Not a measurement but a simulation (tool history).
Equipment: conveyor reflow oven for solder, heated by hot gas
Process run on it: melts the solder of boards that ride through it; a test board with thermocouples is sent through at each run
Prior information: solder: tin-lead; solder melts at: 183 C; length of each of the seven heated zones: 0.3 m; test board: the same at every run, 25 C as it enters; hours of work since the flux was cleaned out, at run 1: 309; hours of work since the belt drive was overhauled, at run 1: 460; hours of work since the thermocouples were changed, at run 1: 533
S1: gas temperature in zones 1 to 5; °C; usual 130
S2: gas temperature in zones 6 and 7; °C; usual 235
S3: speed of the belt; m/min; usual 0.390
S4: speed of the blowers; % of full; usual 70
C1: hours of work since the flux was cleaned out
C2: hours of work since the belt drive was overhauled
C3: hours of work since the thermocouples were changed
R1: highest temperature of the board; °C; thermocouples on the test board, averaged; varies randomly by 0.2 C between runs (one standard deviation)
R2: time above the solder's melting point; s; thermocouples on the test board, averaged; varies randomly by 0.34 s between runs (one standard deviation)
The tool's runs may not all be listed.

run   hour   S1   S2     S3  S4   C1    C2   C3     R1    R2
  1    0.0  130  235  0.390  70  309   460  533  217.8  66.4
  2   27.8  130  235  0.390  70  325   476  549  217.6  66.4
  3   56.8  130  235  0.390  84  342   493  566  221.5  71.3
  4   79.1  130  235  0.390  84  355   506  579  221.3  71.3
  5  106.0  130  235  0.435  70  371   521  594  213.6  55.0
  6  135.4  130  235  0.435  70  388   538  611  213.3  54.8
  7  154.5  130  235  0.435  70  399   550  623  213.3  54.4
  8  193.8  130  235  0.390  70  422   572  645  217.7  66.1
     214.8  -- thermocouples of zones 6 and 7 changed
  9  235.9  130  231  0.390  70  445   596   12  212.1  60.7
 10  283.0  130  231  0.390  70  472   623   40  211.9  61.5
 11  314.4  130  231  0.390  70  491   641   58  211.9  60.9
     334.3  -- flux residue cleaned out of gas plates and filters
 12  348.8  130  231  0.390  70    8   658   75  213.7  63.8
 13  388.8  130  231  0.390  70   32   682   98  214.4  63.6
 14  434.7  130  231  0.390  70   58   708  125  214.1  63.7
 15  461.7  130  231  0.390  70   74   724  141  213.9  64.0
 16  503.9  130  235  0.390  64   99   749  165  215.3  64.1
 17  529.7  118  229  0.314  70  114   764  180  217.3  80.8
 18  568.7  130  235  0.458  70  136   786  203  211.3  50.9
 19  588.1  130  235  0.390  83  148   798  214  221.1  70.9
 20  621.1  130  238  0.332  56  167   817  234  220.9  82.4
 21  656.8  130  246  0.332  62  188   838  254  230.2  92.5
 22  684.0  115  235  0.390  70  203   854  270  214.5  59.0
 23  731.0  115  235  0.390  70  231   881  297  214.5  58.9
 24  753.5  115  235  0.390  70  244   894  311  214.8  59.6
 25  780.3  115  243  0.400  70  260   910  326  220.8  63.1
 26  825.7  115  243  0.400  70  286   936  353  220.8  63.4
 27  847.3  120  237  0.416  83  298   949  365  219.4  61.8
 28  879.1  120  248  0.318  83  317   967  384  238.1  98.6
 29  899.5  120  248  0.318  83  329   979  395  238.3  98.6
 30  940.5  121  250  0.432  50  353  1003  419  213.6  52.4
 31  974.1  145  250  0.432  60  372  1022  439  225.5  72.5

Consider 3 possible next runs. They are alternatives, not a sequence: every one starts from the tool as it was left by run 31. What does each give?
  A  1019.2  139  235  0.390  70  399  1049  465   ?   ?
  B  1019.2  145  250  0.346  57  399  1049  465   ?   ?
  C  1019.2  144  235  0.446  61  399  1049  465   ?   ?

run     R1    R2
  A  219.1  72.7
  B  233.1  97.0
  C  212.5  57.7
The same runs, with their run-to-run variation unchanged, on a tool lacking any hidden condition would have given:
run     R1    R2
  A  218.9  71.4
  B  232.5  94.7
  C  212.3  56.7
